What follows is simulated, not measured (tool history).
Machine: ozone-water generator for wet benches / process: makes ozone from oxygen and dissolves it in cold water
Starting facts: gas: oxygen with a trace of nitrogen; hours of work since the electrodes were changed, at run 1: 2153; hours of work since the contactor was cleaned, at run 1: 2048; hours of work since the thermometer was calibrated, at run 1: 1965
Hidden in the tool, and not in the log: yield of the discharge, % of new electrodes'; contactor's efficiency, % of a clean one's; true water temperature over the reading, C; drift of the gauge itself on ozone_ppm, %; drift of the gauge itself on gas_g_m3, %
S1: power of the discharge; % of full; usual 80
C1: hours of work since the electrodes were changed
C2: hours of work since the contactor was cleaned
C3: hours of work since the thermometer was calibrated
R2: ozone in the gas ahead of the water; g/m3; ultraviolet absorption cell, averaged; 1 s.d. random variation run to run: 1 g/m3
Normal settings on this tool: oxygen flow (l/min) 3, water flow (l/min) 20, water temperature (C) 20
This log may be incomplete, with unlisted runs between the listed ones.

{"run": 1, "hour": 0.0, "S1": 80, "oxygen flow (l/min)": 3, "water flow (l/min)": 20, "water temperature (C)": 20, "C1": 2153, "C2": 2048, "C3": 1965, "dissolved ozone (ppm)": 10.3, "R2": 171.9}
{"run": 2, "hour": 89.9, "S1": 80, "oxygen flow (l/min)": 3, "water flow (l/min)": 20, "water temperature (C)": 20, "C1": 2219, "C2": 2114, "C3": 2031, "dissolved ozone (ppm)": 10.2, "R2": 170.6}
{"run": 3, "hour": 157.8, "S1": 80, "oxygen flow (l/min)": 3, "water flow (l/min)": 20, "water temperature (C)": 20, "C1": 2268, "C2": 2163, "C3": 2080, "dissolved ozone (ppm)": 10.3, "R2": 171.7}
{"run": 4, "hour": 224.8, "S1": 80, "oxygen flow (l/min)": 3, "water flow (l/min)": 20, "water temperature (C)": 20, "C1": 2317, "C2": 2212, "C3": 2129, "dissolved ozone (ppm)": 10.4, "R2": 168.4}
{"run": 5, "hour": 282.8, "S1": 80, "oxygen flow (l/min)": 5.15, "water flow (l/min)": 20, "water temperature (C)": 20, "C1": 2360, "C2": 2255, "C3": 2172, "dissolved ozone (ppm)": 10.8, "R2": 132.8}
{"run": 6, "hour": 331.2, "S1": 80, "oxygen flow (l/min)": 5.15, "water flow (l/min)": 20, "water temperature (C)": 20, "C1": 2395, "C2": 2290, "C3": 2207, "dissolved ozone (ppm)": 11.1, "R2": 131.9}
{"run": 7, "hour": 376.6, "S1": 80, "oxygen flow (l/min)": 5.15, "water flow (l/min)": 20, "water temperature (C)": 20, "C1": 2429, "C2": 2324, "C3": 2241, "dissolved ozone (ppm)": 10.9, "R2": 132.2}
{"run": 8, "hour": 468.4, "S1": 80, "oxygen flow (l/min)": 5.15, "water flow (l/min)": 20, "water temperature (C)": 20, "C1": 2496, "C2": 2391, "C3": 2308, "dissolved ozone (ppm)": 10.8, "R2": 132.1}
{"run": 9, "hour": 562.2, "S1": 80, "oxygen flow (l/min)": 5.15, "water flow (l/min)": 20, "water temperature (C)": 20, "C1": 2565, "C2": 2459, "C3": 2376, "dissolved ozone (ppm)": 10.7, "R2": 132.7}
{"run": 10, "hour": 620.7, "S1": 80, "oxygen flow (l/min)": 5.15, "water flow (l/min)": 20, "water temperature (C)": 20, "C1": 2607, "C2": 2502, "C3": 2419, "dissolved ozone (ppm)": 10.9, "R2": 130.4}
{"run": 11, "hour": 691.0, "S1": 80, "oxygen flow (l/min)": 3, "water flow (l/min)": 15, "water temperature (C)": 20, "C1": 2659, "C2": 2554, "C3": 2471, "dissolved ozone (ppm)": 13.3, "R2": 168.5}
{"run": 12, "hour": 772.9, "S1": 80, "oxygen flow (l/min)": 3, "water flow (l/min)": 15, "water temperature (C)": 20, "C1": 2719, "C2": 2614, "C3": 2531, "dissolved ozone (ppm)": 13, "R2": 169.6}
{"run": 13, "hour": 831.7, "S1": 80, "oxygen flow (l/min)": 3, "water flow (l/min)": 15, "water temperature (C)": 20, "C1": 2762, "C2": 2657, "C3": 2574, "dissolved ozone (ppm)": 13.2, "R2": 169.7}
{"hour": 838.3, "done": "water thermometer calibrated"}
{"run": 14, "hour": 893.0, "S1": 80, "oxygen flow (l/min)": 3, "water flow (l/min)": 15, "water temperature (C)": 20, "C1": 2806, "C2": 2701, "C3": 40, "dissolved ozone (ppm)": 13.1, "R2": 170.9}
{"run": 15, "hour": 958.2, "S1": 80, "oxygen flow (l/min)": 3, "water flow (l/min)": 20, "water temperature (C)": 20, "C1": 2854, "C2": 2749, "C3": 88, "dissolved ozone (ppm)": 10.1, "R2": 168.8}
{"run": 16, "hour": 1004.1, "S1": 67, "oxygen flow (l/min)": 3, "water flow (l/min)": 20, "water temperature (C)": 20, "C1": 2888, "C2": 2783, "C3": 121, "dissolved ozone (ppm)": 9.2, "R2": 154.6}
{"run": 17, "hour": 1070.4, "S1": 67, "oxygen flow (l/min)": 3, "water flow (l/min)": 20, "water temperature (C)": 20, "C1": 2936, "C2": 2831, "C3": 170, "dissolved ozone (ppm)": 9.1, "R2": 153.6}
{"run": 18, "hour": 1116.4, "S1": 57, "oxygen flow (l/min)": 2.35, "water flow (l/min)": 19, "water temperature (C)": 22, "C1": 2970, "C2": 2865, "C3": 204, "dissolved ozone (ppm)": 8.3, "R2": 159.7}
{"run": 19, "hour": 1189.8, "S1": 46, "oxygen flow (l/min)": 2.89, "water flow (l/min)": 13, "water temperature (C)": 24, "C1": 3024, "C2": 2919, "C3": 257, "dissolved ozone (ppm)": 10.7, "R2": 131.3}
{"hour": 1249.7, "done": "water thermometer calibrated, once more"}
{"run": 20, "hour": 1271.5, "S1": 46, "oxygen flow (l/min)": 2.89, "water flow (l/min)": 22, "water temperature (C)": 17, "C1": 3083, "C2": 2978, "C3": 16, "dissolved ozone (ppm)": 7.1, "R2": 132.6}
{"run": 21, "hour": 1312.0, "S1": 46, "oxygen flow (l/min)": 3, "water flow (l/min)": 20, "water temperature (C)": 18, "C1": 3113, "C2": 3008, "C3": 46, "dissolved ozone (ppm)": 7.8, "R2": 128.9}
{"run": 22, "hour": 1373.5, "S1": 46, "oxygen flow (l/min)": 3, "water flow (l/min)": 20, "water temperature (C)": 18, "C1": 3158, "C2": 3053, "C3": 91, "dissolved ozone (ppm)": 7.8, "R2": 128}
{"run": 23, "hour": 1440.5, "S1": 85, "oxygen flow (l/min)": 5.39, "water flow (l/min)": 20, "water temperature (C)": 16, "C1": 3207, "C2": 3102, "C3": 140, "dissolved ozone (ppm)": 11.8, "R2": 129.2}

For run 24, what comes out?
{"run": 24, "hour": 1499.7, "S1": 80, "oxygen flow (l/min)": 3, "water flow (l/min)": 28, "water temperature (C)": 18, "C1": 3250, "C2": 3145, "C3": 183, "dissolved ozone (ppm)": "?", "R2": "?"}

dissolved ozone (ppm): 7.2
R2: 167.3 g/m3
The same run, on a tool lacking any hidden state, would have yielded dissolved ozone (ppm) 7.9, R2 180.9 g/m3.

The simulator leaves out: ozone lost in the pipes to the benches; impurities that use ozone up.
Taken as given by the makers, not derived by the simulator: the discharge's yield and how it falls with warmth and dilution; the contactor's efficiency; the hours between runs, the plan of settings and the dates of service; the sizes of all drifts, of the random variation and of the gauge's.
